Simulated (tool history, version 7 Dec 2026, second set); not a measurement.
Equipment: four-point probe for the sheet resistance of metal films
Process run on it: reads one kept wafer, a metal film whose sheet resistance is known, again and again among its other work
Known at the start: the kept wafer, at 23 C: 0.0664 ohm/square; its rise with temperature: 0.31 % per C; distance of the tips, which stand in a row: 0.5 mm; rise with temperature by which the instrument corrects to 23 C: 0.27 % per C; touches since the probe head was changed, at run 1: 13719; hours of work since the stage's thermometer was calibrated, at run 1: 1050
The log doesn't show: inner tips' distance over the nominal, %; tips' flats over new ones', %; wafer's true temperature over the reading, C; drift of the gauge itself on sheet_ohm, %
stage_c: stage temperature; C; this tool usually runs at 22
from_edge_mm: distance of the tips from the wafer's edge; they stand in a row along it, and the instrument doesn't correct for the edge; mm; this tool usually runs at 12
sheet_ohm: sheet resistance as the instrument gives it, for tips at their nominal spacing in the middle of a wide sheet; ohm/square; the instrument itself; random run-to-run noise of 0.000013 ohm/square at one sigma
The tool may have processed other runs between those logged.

run	hour	stage_c	from_edge_mm	touches since the probe head was changed	hours of work since the stage's thermometer was calibrated	sheet_ohm
1	0.0	22	12	13719	1050	0.066481
2	25.6	22	12	14396	1065	0.066452
3	50.7	22	12	15057	1079	0.066466
4	77.3	22	4	15759	1094	0.066947
5	102.3	22	12	16419	1108	0.066454
6	114.2	22	12	16734	1115	0.066465
7	129.9	22	12	17149	1124	0.066449
8	152.3	34	12	17739	1137	0.066722
9	173.3	34	12	18295	1149	0.066755
10	193.8	34	12	18835	1160	0.066742
11	210.1	34	12	19266	1170	0.066740
12	235.7	35	12	19942	1184	0.066758
13	248.7	35	12	20285	1192	0.066765
# hour 251.6: stage's thermometer calibrated
14	275.7	35	12	20984	14	0.066794
15	304.1	24	3	21735	30	0.067447
16	328.3	30	18	22372	44	0.066607
# hour 355.6: stage's thermometer calibrated, once more
17	356.0	30	18	23090	0	0.066496
18	367.5	32	16	23395	7	0.066591
19	394.1	30	26	24098	22	0.066513
20	406.0	30	26	24411	29	0.066504

Branching from run 20: 4 alternative next runs. What would each branch give?
A	424.5	27	6	24899	39	?
B	424.5	20	21	24899	39	?
C	424.5	27	12	24899	39	?
D	424.5	26	31	24899	39	?

run	sheet_ohm
A	0.066646
B	0.066274
C	0.066471
D	0.066361
The same runs, with their run-to-run variation unchanged, on a tool lacking any hidden condition would have given:
run	sheet_ohm
A	0.066738
B	0.066367
C	0.066563
D	0.066454

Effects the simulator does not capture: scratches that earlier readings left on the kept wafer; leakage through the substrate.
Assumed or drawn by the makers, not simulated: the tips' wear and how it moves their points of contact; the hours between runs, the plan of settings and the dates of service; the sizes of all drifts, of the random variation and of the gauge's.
